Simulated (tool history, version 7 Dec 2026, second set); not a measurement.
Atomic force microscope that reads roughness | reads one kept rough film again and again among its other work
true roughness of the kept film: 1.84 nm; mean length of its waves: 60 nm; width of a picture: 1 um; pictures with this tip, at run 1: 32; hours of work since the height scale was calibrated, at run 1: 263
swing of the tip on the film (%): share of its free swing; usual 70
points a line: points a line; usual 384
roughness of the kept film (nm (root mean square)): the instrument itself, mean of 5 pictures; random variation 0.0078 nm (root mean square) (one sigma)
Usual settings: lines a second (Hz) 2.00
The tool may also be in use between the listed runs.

run,hour,lines a second (Hz),swing of the tip on the film (%),points a line,pictures with this tip,hours of work since the height scale was calibrated,roughness of the kept film (nm (root mean square))
1,0.0,2.00,70,384,32,263,1.673
2,31.9,2.00,70,384,85,278,1.668
3,61.0,2.00,70,384,133,292,1.680
# hour 64.0: new tip fitted
4,93.5,2.00,70,384,49,308,1.684
5,127.1,2.00,67,384,104,324,1.701
# hour 146.5: new tip fitted
6,158.5,2.00,67,384,19,339,1.698
7,194.9,2.00,57,384,79,357,1.732
8,222.0,2.00,57,384,124,370,1.729
# hour 231.0: new tip fitted
9,249.7,2.00,57,384,31,383,1.738
10,279.3,2.00,57,384,80,397,1.740
# hour 315.1: new tip fitted
11,319.8,2.00,57,384,8,417,1.743
12,361.5,2.00,57,384,77,437,1.749
# hour 398.8: new tip fitted
13,402.5,2.00,70,384,6,456,1.658
14,442.1,2.00,70,384,71,475,1.663
15,467.4,2.00,72,384,113,488,1.648
# hour 481.9: new tip fitted
16,511.2,2.00,72,384,49,509,1.665
17,549.7,2.00,72,384,113,527,1.652
# hour 563.1: new tip fitted
18,580.8,0.99,68,384,29,542,1.742
19,615.9,0.99,68,384,87,559,1.741
20,638.2,0.99,57,384,124,570,1.775
# hour 644.7: new tip fitted
21,669.0,1.80,81,384,40,584,1.605
22,702.2,1.80,81,384,95,600,1.602
# hour 729.2: new tip fitted
23,735.5,2.00,57,384,11,616,1.743
24,777.0,1.16,79,612,80,636,1.683

The next listed run, before its measurement:
25,804.0,1.04,82,880,124,649,?

Run 25 gave roughness of the kept film (nm (root mean square)) 1.673.
Without the tool's hidden state the same run would have given roughness of the kept film (nm (root mean square)) 1.676.
